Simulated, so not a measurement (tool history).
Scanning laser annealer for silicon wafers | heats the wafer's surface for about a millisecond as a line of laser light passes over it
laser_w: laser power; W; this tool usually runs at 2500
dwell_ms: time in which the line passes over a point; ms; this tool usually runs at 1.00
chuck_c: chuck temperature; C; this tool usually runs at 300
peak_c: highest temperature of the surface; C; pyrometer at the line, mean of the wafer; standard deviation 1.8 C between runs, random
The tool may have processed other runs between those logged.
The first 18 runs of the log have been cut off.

{"run": 19, "day": 6.825, "laser_w": 2500, "dwell_ms": 1.0, "chuck_c": 300, "peak_c": 1055}
{"run": 20, "day": 7.192, "laser_w": 2500, "dwell_ms": 1.0, "chuck_c": 300, "peak_c": 1057}
{"run": 21, "day": 7.471, "laser_w": 2500, "dwell_ms": 1.0, "chuck_c": 300, "peak_c": 1055}
{"run": 22, "day": 7.888, "laser_w": 2500, "dwell_ms": 1.0, "chuck_c": 300, "peak_c": 1055}
{"run": 23, "day": 8.171, "laser_w": 2244, "dwell_ms": 0.75, "chuck_c": 262, "peak_c": 832}
{"run": 24, "day": 8.667, "laser_w": 2371, "dwell_ms": 1.09, "chuck_c": 336, "peak_c": 1075}
{"run": 25, "day": 8.95, "laser_w": 2646, "dwell_ms": 0.83, "chuck_c": 300, "peak_c": 1038}
{"run": 26, "day": 9.329, "laser_w": 2565, "dwell_ms": 0.95, "chuck_c": 300, "peak_c": 1058}
{"run": 27, "day": 9.654, "laser_w": 2500, "dwell_ms": 1.0, "chuck_c": 302, "peak_c": 1055}
{"run": 28, "day": 9.908, "laser_w": 2469, "dwell_ms": 1.11, "chuck_c": 327, "peak_c": 1111}
{"run": 29, "day": 10.258, "laser_w": 2312, "dwell_ms": 1.0, "chuck_c": 291, "peak_c": 974}
{"run": 30, "day": 10.633, "laser_w": 2638, "dwell_ms": 0.74, "chuck_c": 265, "peak_c": 957}
{"run": 31, "day": 11.071, "laser_w": 2206, "dwell_ms": 0.88, "chuck_c": 282, "peak_c": 884}
{"run": 32, "day": 11.388, "laser_w": 2233, "dwell_ms": 1.18, "chuck_c": 268, "peak_c": 981}
{"run": 33, "day": 11.917, "laser_w": 2190, "dwell_ms": 1.04, "chuck_c": 314, "peak_c": 966}
{"run": 34, "day": 12.225, "laser_w": 2500, "dwell_ms": 0.85, "chuck_c": 314, "peak_c": 1007}
{"run": 35, "day": 12.654, "laser_w": 2500, "dwell_ms": 1.01, "chuck_c": 276, "peak_c": 1034}
{"run": 36, "day": 13.062, "laser_w": 2397, "dwell_ms": 1.01, "chuck_c": 279, "peak_c": 1000}
{"run": 37, "day": 13.467, "laser_w": 2397, "dwell_ms": 1.01, "chuck_c": 279, "peak_c": 997}
{"run": 38, "day": 13.821, "laser_w": 2397, "dwell_ms": 1.01, "chuck_c": 279, "peak_c": 998}
{"run": 39, "day": 14.058, "laser_w": 2397, "dwell_ms": 1.01, "chuck_c": 279, "peak_c": 995}
{"run": 40, "day": 14.517, "laser_w": 2397, "dwell_ms": 1.01, "chuck_c": 279, "peak_c": 1000}
{"run": 41, "day": 14.971, "laser_w": 2458, "dwell_ms": 0.72, "chuck_c": 300, "peak_c": 926}

4 options for the next run, each taken on its own from the tool as it stands now. Forecast them:
{"run": "A", "day": 15.438, "laser_w": 2367, "dwell_ms": 0.77, "chuck_c": 321, "peak_c": "?"}
{"run": "B", "day": 15.438, "laser_w": 2584, "dwell_ms": 0.84, "chuck_c": 268, "peak_c": "?"}
{"run": "C", "day": 15.438, "laser_w": 2603, "dwell_ms": 0.71, "chuck_c": 328, "peak_c": "?"}
{"run": "D", "day": 15.438, "laser_w": 2606, "dwell_ms": 1.09, "chuck_c": 334, "peak_c": "?"}

run=A peak_c=935
run=B peak_c=988
run=C peak_c=993
run=D peak_c=1164
With the hidden condition removed and each run's random variation left untouched, the same runs would have given:
run=A peak_c=935
run=B peak_c=989
run=C peak_c=993
run=D peak_c=1165
